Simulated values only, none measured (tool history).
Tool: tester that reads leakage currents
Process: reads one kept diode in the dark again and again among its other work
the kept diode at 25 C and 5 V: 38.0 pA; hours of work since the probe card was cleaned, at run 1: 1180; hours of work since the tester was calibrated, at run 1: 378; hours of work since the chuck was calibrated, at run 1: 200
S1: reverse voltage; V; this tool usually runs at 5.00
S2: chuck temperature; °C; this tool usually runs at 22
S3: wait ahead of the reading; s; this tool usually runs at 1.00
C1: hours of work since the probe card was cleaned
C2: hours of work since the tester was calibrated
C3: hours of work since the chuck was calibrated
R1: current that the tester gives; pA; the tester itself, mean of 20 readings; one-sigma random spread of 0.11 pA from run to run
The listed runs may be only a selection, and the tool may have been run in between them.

run   hour     S1  S2    S3    C1   C2   C3      R1
  1    0.0   5.00  22  1.00  1180  378  200   36.04
  2   27.0   1.95  22  1.00  1194  392  214   19.72
  3   57.1   1.95  22  1.00  1210  408  230   19.84
  4   82.4   1.95  22  1.00  1223  421  243   19.69
  5  107.5   5.00  22  2.51  1236  434  256   35.21
  6  123.8   5.00  22  2.51  1244  443  264   35.58
  7  142.8   5.00  22  2.51  1254  452  274   35.38
  8  167.8   5.00  22  2.51  1267  465  287   35.71
  9  184.4   5.00  22  1.00  1276  474  295   36.44
 10  207.4   5.00  22  1.00  1288  486  307   36.72
 11  232.9   5.00  22  1.00  1301  499  321   36.73
 12  262.5   5.00  22  1.00  1316  515  336   36.75
 13  278.1   5.00  22  1.00  1324  523  344   36.74
 14  297.9   5.00  22  1.00  1335  533  354   36.76
 15  328.5   5.00  22  2.98  1350  549  370   35.97
 16  351.3   5.00  22  2.98  1362  561  382   36.02
 17  368.8   5.00  22  2.98  1371  570  391   35.81
 18  390.6   5.00  22  2.98  1383  581  402   35.84
 19  404.5   5.00  22  1.00  1390  588  410   37.06
 20  418.9   5.00  22  1.00  1397  596  417   37.39
 21  440.9   2.03  34  1.75  1409  607  428   48.29
 22  459.6   2.03  34  1.75  1418  617  438   48.56
 23  478.2  12.34  25  0.49  1428  626  448   86.79
 24  506.8  12.34  43  3.53  1443  641  463  270.65
 25  534.8  12.34  43  3.53  1457  656  477  270.30
 26  561.2   5.59  22  1.00  1471  669  491   40.50
 27  588.8   1.40  58  9.49  1485  684  505  199.74
 28  612.6   1.40  58  9.49  1498  696  517  200.36
 29  628.3   2.89  38  9.49  1506  704  526   79.98
 30  644.7   1.79  38  0.36  1514  713  534   61.67
 31  666.9   1.79  38  0.36  1526  724  546   61.89
 32  687.2   1.79  38  0.36  1536  735  556   61.94
 33  715.7   1.20  42  2.72  1551  749  571   62.57
 34  744.9   1.20  42  2.72  1566  765  586   62.82
 35  768.1   1.20  42  2.72  1578  777  598   63.13
 36  781.9   7.53  31  1.35  1585  784  605   90.42
 37  800.8   6.45  22  3.37  1595  794  615   44.02
 38  831.0   2.32  29  1.00  1611  809  631   38.04
 39  860.9   2.32  29  1.00  1626  825  646   38.09
 40  874.4   6.46  24  1.90  1633  832  653   51.22

Predict each of these 3 candidate next runs independently; none follows another, all start after run 40:
  A  902.9  15.30  22  1.90  1648  846  668   ?
  B  902.9   3.37  36  1.00  1648  846  668   ?
  C  902.9   5.00  24  1.00  1648  846  668   ?

run     R1
  A  80.39
  B  78.11
  C  44.15
Take away the tool's hidden state, keep each run's random variation, and the runs would have read:
run     R1
  A  60.62
  B  71.45
  C  36.97

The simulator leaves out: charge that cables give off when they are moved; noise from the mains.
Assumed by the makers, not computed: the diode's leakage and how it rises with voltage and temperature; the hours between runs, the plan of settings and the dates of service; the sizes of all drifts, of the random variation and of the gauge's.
